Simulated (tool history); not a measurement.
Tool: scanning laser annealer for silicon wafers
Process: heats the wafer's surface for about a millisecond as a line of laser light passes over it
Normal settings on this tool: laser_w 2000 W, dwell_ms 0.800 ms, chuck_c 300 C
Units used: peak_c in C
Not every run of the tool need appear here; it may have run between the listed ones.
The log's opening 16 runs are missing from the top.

{"run": 17, "hour": 421.9, "laser_w": 2000, "dwell_ms": 0.786, "chuck_c": 300, "peak_c": 1073}
{"run": 18, "hour": 460.2, "laser_w": 2000, "dwell_ms": 0.8, "chuck_c": 300, "peak_c": 1075}
{"run": 19, "hour": 485.8, "laser_w": 2000, "dwell_ms": 0.8, "chuck_c": 300, "peak_c": 1076}
{"run": 20, "hour": 508.2, "laser_w": 2000, "dwell_ms": 0.8, "chuck_c": 300, "peak_c": 1074}
{"run": 21, "hour": 526.4, "laser_w": 2133, "dwell_ms": 0.913, "chuck_c": 297, "peak_c": 1187}
{"run": 22, "hour": 558.6, "laser_w": 2000, "dwell_ms": 0.602, "chuck_c": 273, "peak_c": 934}
{"run": 23, "hour": 575.9, "laser_w": 1751, "dwell_ms": 0.701, "chuck_c": 305, "peak_c": 925}
{"run": 24, "hour": 599.0, "laser_w": 2118, "dwell_ms": 0.834, "chuck_c": 262, "peak_c": 1095}
{"run": 25, "hour": 624.9, "laser_w": 2003, "dwell_ms": 0.689, "chuck_c": 315, "peak_c": 1021}
{"run": 26, "hour": 653.8, "laser_w": 2003, "dwell_ms": 0.689, "chuck_c": 334, "peak_c": 1039}
{"run": 27, "hour": 686.6, "laser_w": 2003, "dwell_ms": 0.689, "chuck_c": 334, "peak_c": 1037}
{"run": 28, "hour": 711.3, "laser_w": 2003, "dwell_ms": 0.689, "chuck_c": 334, "peak_c": 1035}
{"hour": 727.7, "done": "window over the wafer cleaned"}
{"run": 29, "hour": 737.5, "laser_w": 1787, "dwell_ms": 0.8, "chuck_c": 300, "peak_c": 1016}
{"hour": 760.4, "done": "optics aligned, line set to its width"}
{"run": 30, "hour": 771.7, "laser_w": 2000, "dwell_ms": 0.656, "chuck_c": 315, "peak_c": 1047}
{"run": 31, "hour": 806.4, "laser_w": 2000, "dwell_ms": 0.709, "chuck_c": 300, "peak_c": 1059}
{"run": 32, "hour": 830.2, "laser_w": 2039, "dwell_ms": 0.811, "chuck_c": 303, "peak_c": 1138}
{"run": 33, "hour": 848.2, "laser_w": 2039, "dwell_ms": 0.768, "chuck_c": 272, "peak_c": 1077}
{"run": 34, "hour": 874.2, "laser_w": 2087, "dwell_ms": 0.8, "chuck_c": 286, "peak_c": 1129}
{"run": 35, "hour": 898.9, "laser_w": 1848, "dwell_ms": 0.759, "chuck_c": 293, "peak_c": 1008}
{"run": 36, "hour": 939.3, "laser_w": 1915, "dwell_ms": 0.759, "chuck_c": 293, "peak_c": 1035}
{"run": 37, "hour": 962.0, "laser_w": 1977, "dwell_ms": 0.854, "chuck_c": 300, "peak_c": 1113}
{"run": 38, "hour": 978.4, "laser_w": 1977, "dwell_ms": 0.854, "chuck_c": 300, "peak_c": 1111}
{"run": 39, "hour": 998.2, "laser_w": 1977, "dwell_ms": 0.854, "chuck_c": 300, "peak_c": 1113}
{"run": 40, "hour": 1033.5, "laser_w": 1807, "dwell_ms": 0.956, "chuck_c": 308, "peak_c": 1085}

Below are 4 alternative next runs, each starting from the tool's condition after run 40. Predict each:
{"run": "A", "hour": 1072.8, "laser_w": 2178, "dwell_ms": 0.812, "chuck_c": 297, "peak_c": "?"}
{"run": "B", "hour": 1072.8, "laser_w": 2022, "dwell_ms": 0.8, "chuck_c": 300, "peak_c": "?"}
{"run": "C", "hour": 1072.8, "laser_w": 1807, "dwell_ms": 0.805, "chuck_c": 308, "peak_c": "?"}
{"run": "D", "hour": 1072.8, "laser_w": 2183, "dwell_ms": 0.8, "chuck_c": 300, "peak_c": "?"}

run=A peak_c=1171
run=B peak_c=1096
run=C peak_c=1015
run=D peak_c=1168
Without the tool's unlogged condition, the same runs would have read:
run=A peak_c=1201
run=B peak_c=1124
run=C peak_c=1040
run=D peak_c=1198

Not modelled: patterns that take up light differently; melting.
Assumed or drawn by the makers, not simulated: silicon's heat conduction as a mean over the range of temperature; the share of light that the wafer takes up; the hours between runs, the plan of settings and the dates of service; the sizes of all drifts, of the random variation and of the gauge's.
